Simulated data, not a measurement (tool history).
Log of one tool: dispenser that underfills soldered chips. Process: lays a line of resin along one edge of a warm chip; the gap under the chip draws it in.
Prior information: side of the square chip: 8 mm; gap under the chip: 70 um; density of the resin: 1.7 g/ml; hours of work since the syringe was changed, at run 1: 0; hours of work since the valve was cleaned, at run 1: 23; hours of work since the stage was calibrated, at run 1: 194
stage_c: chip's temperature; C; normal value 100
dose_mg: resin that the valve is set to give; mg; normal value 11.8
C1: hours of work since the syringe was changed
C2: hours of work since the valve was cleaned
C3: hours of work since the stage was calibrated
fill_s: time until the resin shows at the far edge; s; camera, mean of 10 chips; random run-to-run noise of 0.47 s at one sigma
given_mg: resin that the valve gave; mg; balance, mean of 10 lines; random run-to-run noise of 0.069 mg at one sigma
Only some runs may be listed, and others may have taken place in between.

run 1 hour=0.0 | stage_c=100 dose_mg=11.8 | C1=0 C2=23 C3=194 | fill_s=36.5 given_mg=11.47
run 2 hour=8.4 | stage_c=100 dose_mg=11.8 | C1=7 C2=29 C3=201 | fill_s=48.2 given_mg=11.49
-- hour=9.4 new syringe of resin
run 3 hour=16.0 | stage_c=100 dose_mg=11.8 | C1=5 C2=35 C3=206 | fill_s=44.5 given_mg=11.38
-- hour=18.9 new syringe of resin
run 4 hour=22.1 | stage_c=100 dose_mg=11.8 | C1=2 C2=40 C3=211 | fill_s=40.3 given_mg=11.41
-- hour=28.4 new syringe of resin
run 5 hour=30.0 | stage_c=90 dose_mg=11.8 | C1=1 C2=46 C3=217 | fill_s=52.7 given_mg=11.38
-- hour=38.2 new syringe of resin
run 6 hour=40.1 | stage_c=90 dose_mg=11.8 | C1=1 C2=53 C3=224 | fill_s=54.6 given_mg=11.25
run 7 hour=44.7 | stage_c=90 dose_mg=14.1 | C1=5 C2=57 C3=228 | fill_s=63.1 given_mg=13.49
-- hour=48.2 new syringe of resin
run 8 hour=52.5 | stage_c=90 dose_mg=14.1 | C1=3 C2=63 C3=234 | fill_s=58.6 given_mg=13.37
-- hour=57.7 new syringe of resin
run 9 hour=59.7 | stage_c=90 dose_mg=14.1 | C1=2 C2=68 C3=239 | fill_s=52.9 given_mg=13.26
-- hour=67.5 new syringe of resin
run 10 hour=67.5 | stage_c=90 dose_mg=14.1 | C1=0 C2=74 C3=245 | fill_s=49.5 given_mg=13.31
-- hour=76.9 new syringe of resin
run 11 hour=77.1 | stage_c=90 dose_mg=14.1 | C1=0 C2=81 C3=252 | fill_s=50.1 given_mg=13.17
-- hour=86.9 new syringe of resin
run 12 hour=87.0 | stage_c=90 dose_mg=14.1 | C1=0 C2=88 C3=259 | fill_s=49.1 given_mg=13.02
run 13 hour=93.1 | stage_c=90 dose_mg=14.1 | C1=5 C2=93 C3=264 | fill_s=59.4 given_mg=13.11
-- hour=96.8 new syringe of resin
run 14 hour=100.2 | stage_c=90 dose_mg=14.1 | C1=3 C2=98 C3=269 | fill_s=55.7 given_mg=13.06
-- hour=106.8 new syringe of resin
run 15 hour=109.2 | stage_c=101 dose_mg=13.1 | C1=2 C2=105 C3=276 | fill_s=36.7 given_mg=12.10
-- hour=116.9 new syringe of resin
run 16 hour=117.0 | stage_c=111 dose_mg=13.1 | C1=0 C2=111 C3=282 | fill_s=25.1 given_mg=11.80
-- hour=126.9 new syringe of resin
run 17 hour=127.0 | stage_c=111 dose_mg=13.1 | C1=0 C2=118 C3=290 | fill_s=25.0 given_mg=11.87
run 18 hour=135.9 | stage_c=109 dose_mg=10.1 | C1=7 C2=125 C3=296 | fill_s=38.5 given_mg=9.20
-- hour=136.9 new syringe of resin
run 19 hour=144.8 | stage_c=107 dose_mg=11.0 | C1=6 C2=132 C3=303 | fill_s=37.7 given_mg=9.90
-- hour=146.9 new syringe of resin
run 20 hour=150.8 | stage_c=91 dose_mg=11.9 | C1=3 C2=136 C3=308 | fill_s=57.2 given_mg=10.65
-- hour=154.8 dispensing valve cleaned and set on the balance
run 21 hour=156.9 | stage_c=91 dose_mg=11.9 | C1=7 C2=2 C3=312 | fill_s=64.6 given_mg=11.84
-- hour=157.8 new syringe of resin
run 22 hour=163.6 | stage_c=89 dose_mg=10.7 | C1=4 C2=7 C3=316 | fill_s=62.5 given_mg=10.62
-- hour=167.6 new syringe of resin
run 23 hour=170.7 | stage_c=113 dose_mg=13.3 | C1=2 C2=12 C3=322 | fill_s=25.1 given_mg=13.25
run 24 hour=176.5 | stage_c=113 dose_mg=13.3 | C1=7 C2=16 C3=326 | fill_s=30.9 given_mg=13.13
-- hour=177.7 new syringe of resin
run 25 hour=185.6 | stage_c=103 dose_mg=11.0 | C1=6 C2=23 C3=333 | fill_s=42.3 given_mg=10.73
-- hour=187.4 new syringe of resin
run 26 hour=189.9 | stage_c=114 dose_mg=13.3 | C1=2 C2=26 C3=336 | fill_s=24.3 given_mg=12.97
run 27 hour=195.2 | stage_c=114 dose_mg=13.3 | C1=6 C2=30 C3=340 | fill_s=29.1 given_mg=12.95

Branching from run 27: 5 alternative next runs. What would each branch give?
-- hour=196.9 new syringe of resin
run A hour=203.6 | stage_c=88 dose_mg=12.6 | C1=5 C2=37 C3=347 | fill_s=? given_mg=?
-- hour=196.9 new syringe of resin
run B hour=203.6 | stage_c=115 dose_mg=14.4 | C1=5 C2=37 C3=347 | fill_s=? given_mg=?
-- hour=196.9 new syringe of resin
run C hour=203.6 | stage_c=92 dose_mg=11.8 | C1=5 C2=37 C3=347 | fill_s=? given_mg=?
-- hour=196.9 new syringe of resin
run D hour=203.6 | stage_c=110 dose_mg=10.8 | C1=5 C2=37 C3=347 | fill_s=? given_mg=?
-- hour=196.9 new syringe of resin
run E hour=203.6 | stage_c=100 dose_mg=10.8 | C1=5 C2=37 C3=347 | fill_s=? given_mg=?

run=A fill_s=65.4 given_mg=12.25
run=B fill_s=28.0 given_mg=14.09
run=C fill_s=56.9 given_mg=11.51
run=D fill_s=32.5 given_mg=10.48
run=E fill_s=44.8 given_mg=10.52
With no hidden state in the tool, these same runs would have given:
run=A fill_s=54.2 given_mg=12.63
run=B fill_s=23.3 given_mg=14.53
run=C fill_s=47.1 given_mg=11.86
run=D fill_s=26.9 given_mg=10.81
run=E fill_s=36.9 given_mg=10.84
